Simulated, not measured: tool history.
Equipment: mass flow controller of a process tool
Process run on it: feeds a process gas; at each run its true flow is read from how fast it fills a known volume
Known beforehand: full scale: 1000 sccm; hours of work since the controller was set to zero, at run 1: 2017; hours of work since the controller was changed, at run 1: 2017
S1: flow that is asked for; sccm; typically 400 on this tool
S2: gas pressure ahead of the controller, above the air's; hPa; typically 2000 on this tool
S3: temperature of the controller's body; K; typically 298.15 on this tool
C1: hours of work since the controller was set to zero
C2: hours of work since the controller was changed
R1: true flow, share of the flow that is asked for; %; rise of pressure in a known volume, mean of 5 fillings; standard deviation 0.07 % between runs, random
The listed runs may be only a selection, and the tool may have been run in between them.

{"run": 1, "day": 0.0, "S1": 400, "S2": 2000, "S3": 298.15, "C1": 2017, "C2": 2017, "R1": 99.82}
{"run": 2, "day": 14.038, "S1": 400, "S2": 2000, "S3": 312.15, "C1": 2234, "C2": 2234, "R1": 100.41}
{"run": 3, "day": 23.879, "S1": 400, "S2": 2540, "S3": 312.15, "C1": 2386, "C2": 2386, "R1": 100.34}
{"run": 4, "day": 43.746, "S1": 119, "S2": 2000, "S3": 298.15, "C1": 2694, "C2": 2694, "R1": 101.43}
{"run": 5, "day": 64.233, "S1": 119, "S2": 2680, "S3": 298.15, "C1": 3011, "C2": 3011, "R1": 101.85}
{"run": 6, "day": 74.171, "S1": 400, "S2": 2000, "S3": 303.15, "C1": 3164, "C2": 3164, "R1": 100.68}
{"run": 7, "day": 86.483, "S1": 400, "S2": 1680, "S3": 298.15, "C1": 3355, "C2": 3355, "R1": 100.76}
{"run": 8, "day": 99.7, "S1": 248, "S2": 2000, "S3": 298.15, "C1": 3559, "C2": 3559, "R1": 101.06}
{"run": 9, "day": 119.192, "S1": 248, "S2": 2000, "S3": 298.15, "C1": 3861, "C2": 3861, "R1": 101.43}
{"run": 10, "day": 132.662, "S1": 400, "S2": 2000, "S3": 296.15, "C1": 4069, "C2": 4069, "R1": 101.18}
{"run": 11, "day": 153.375, "S1": 267, "S2": 2000, "S3": 296.15, "C1": 4389, "C2": 4389, "R1": 101.69}
{"run": 12, "day": 166.379, "S1": 267, "S2": 2000, "S3": 296.15, "C1": 4590, "C2": 4590, "R1": 101.71}
{"run": 13, "day": 186.096, "S1": 267, "S2": 2000, "S3": 296.15, "C1": 4895, "C2": 4895, "R1": 102.12}
{"run": 14, "day": 195.171, "S1": 267, "S2": 2000, "S3": 296.15, "C1": 5036, "C2": 5036, "R1": 102.31}
{"run": 15, "day": 207.625, "S1": 400, "S2": 2000, "S3": 298.15, "C1": 5228, "C2": 5228, "R1": 101.97}
{"day": 215.062, "done": "controller's zero set anew"}
{"run": 16, "day": 224.562, "S1": 400, "S2": 2000, "S3": 299.15, "C1": 147, "C2": 5490, "R1": 103.31}
{"run": 17, "day": 245.417, "S1": 400, "S2": 2000, "S3": 298.15, "C1": 470, "C2": 5813, "R1": 103.45}
{"run": 18, "day": 263.742, "S1": 718, "S2": 2000, "S3": 298.15, "C1": 753, "C2": 6096, "R1": 103.25}
{"run": 19, "day": 284.212, "S1": 400, "S2": 2000, "S3": 295.15, "C1": 1070, "C2": 6413, "R1": 103.83}
{"day": 286.6, "done": "controller's zero set anew, once more"}
{"run": 20, "day": 294.75, "S1": 400, "S2": 2000, "S3": 295.15, "C1": 126, "C2": 6575, "R1": 100.96}
{"run": 21, "day": 316.742, "S1": 400, "S2": 2000, "S3": 307.15, "C1": 466, "C2": 6916, "R1": 101.53}
{"run": 22, "day": 327.375, "S1": 400, "S2": 1690, "S3": 298.15, "C1": 631, "C2": 7080, "R1": 101.3}
{"run": 23, "day": 345.775, "S1": 403, "S2": 2000, "S3": 298.15, "C1": 915, "C2": 7365, "R1": 101.44}
{"run": 24, "day": 359.042, "S1": 403, "S2": 2000, "S3": 298.15, "C1": 1120, "C2": 7570, "R1": 101.64}
{"run": 25, "day": 379.158, "S1": 424, "S2": 2510, "S3": 303.15, "C1": 1432, "C2": 7881, "R1": 101.96}
{"run": 26, "day": 389.338, "S1": 244, "S2": 1570, "S3": 298.15, "C1": 1589, "C2": 8038, "R1": 102.01}
{"run": 27, "day": 411.229, "S1": 607, "S2": 1620, "S3": 313.15, "C1": 1928, "C2": 8377, "R1": 103.12}
{"day": 416.521, "done": "controller exchanged for a calibrated one"}
{"run": 28, "day": 421.129, "S1": 607, "S2": 1620, "S3": 313.15, "C1": 71, "C2": 71, "R1": 99.59}
{"run": 29, "day": 442.242, "S1": 607, "S2": 1620, "S3": 313.15, "C1": 398, "C2": 398, "R1": 99.86}
{"run": 30, "day": 457.012, "S1": 607, "S2": 1620, "S3": 313.15, "C1": 626, "C2": 626, "R1": 99.95}
{"run": 31, "day": 477.983, "S1": 400, "S2": 1980, "S3": 294.15, "C1": 951, "C2": 951, "R1": 99.05}
{"run": 32, "day": 488.504, "S1": 146, "S2": 2000, "S3": 303.15, "C1": 1113, "C2": 1113, "R1": 99.36}
{"run": 33, "day": 500.642, "S1": 772, "S2": 2240, "S3": 303.15, "C1": 1301, "C2": 1301, "R1": 100.26}
{"run": 34, "day": 514.979, "S1": 400, "S2": 2000, "S3": 296.15, "C1": 1523, "C2": 1523, "R1": 99.62}
{"run": 35, "day": 530.996, "S1": 400, "S2": 2000, "S3": 296.15, "C1": 1771, "C2": 1771, "R1": 99.63}
{"run": 36, "day": 548.525, "S1": 650, "S2": 1560, "S3": 296.15, "C1": 2042, "C2": 2042, "R1": 100.29}
{"run": 37, "day": 568.171, "S1": 650, "S2": 1560, "S3": 296.15, "C1": 2346, "C2": 2346, "R1": 100.5}
{"run": 38, "day": 579.671, "S1": 112, "S2": 1790, "S3": 298.15, "C1": 2524, "C2": 2524, "R1": 101.49}
{"run": 39, "day": 591.175, "S1": 761, "S2": 2000, "S3": 298.15, "C1": 2702, "C2": 2702, "R1": 100.97}
{"run": 40, "day": 606.117, "S1": 116, "S2": 1450, "S3": 309.15, "C1": 2933, "C2": 2933, "R1": 102.49}
{"run": 41, "day": 615.4, "S1": 116, "S2": 1450, "S3": 309.15, "C1": 3076, "C2": 3076, "R1": 102.58}
{"run": 42, "day": 630.008, "S1": 116, "S2": 1450, "S3": 309.15, "C1": 3302, "C2": 3302, "R1": 103.02}
{"run": 43, "day": 641.05, "S1": 116, "S2": 1450, "S3": 309.15, "C1": 3473, "C2": 3473, "R1": 103.23}
{"run": 44, "day": 653.296, "S1": 696, "S2": 1660, "S3": 300.15, "C1": 3662, "C2": 3662, "R1": 101.45}
{"run": 45, "day": 664.838, "S1": 997, "S2": 2620, "S3": 300.15, "C1": 3841, "C2": 3841, "R1": 102.19}
{"run": 46, "day": 676.567, "S1": 997, "S2": 2620, "S3": 300.15, "C1": 4022, "C2": 4022, "R1": 102.09}
{"run": 47, "day": 687.212, "S1": 997, "S2": 2620, "S3": 300.15, "C1": 4187, "C2": 4187, "R1": 102.28}

Describe how what the log doesn't record of the tool's condition differs between the last listed run preceding each entry between runs and the first listed run following it.
After run 15, before run 16: controller's zero set anew (day 215.062)
  flow at rest that the sensor doesn't see, % of full scale: 0.641 -> 1.108; true flow over the shown one, %: 2.11 -> 2.2
  measured less the result without the state, R1: +3.71 -> +4.97 %
After run 19, before run 20: controller's zero set anew, once more (day 286.600)
  flow at rest that the sensor doesn't see, % of full scale: 1.222 -> 0.046; true flow over the shown one, %: 2.56 -> 2.63
  measured less the result without the state, R1: +5.62 -> +2.75 %
After run 27, before run 28: controller exchanged for a calibrated one (day 416.521)
  flow at rest that the sensor doesn't see, % of full scale: 0.27 -> 0.025; true flow over the shown one, %: 3.32 -> 0.18
  measured less the result without the state, R1: +3.76 -> +0.22 %

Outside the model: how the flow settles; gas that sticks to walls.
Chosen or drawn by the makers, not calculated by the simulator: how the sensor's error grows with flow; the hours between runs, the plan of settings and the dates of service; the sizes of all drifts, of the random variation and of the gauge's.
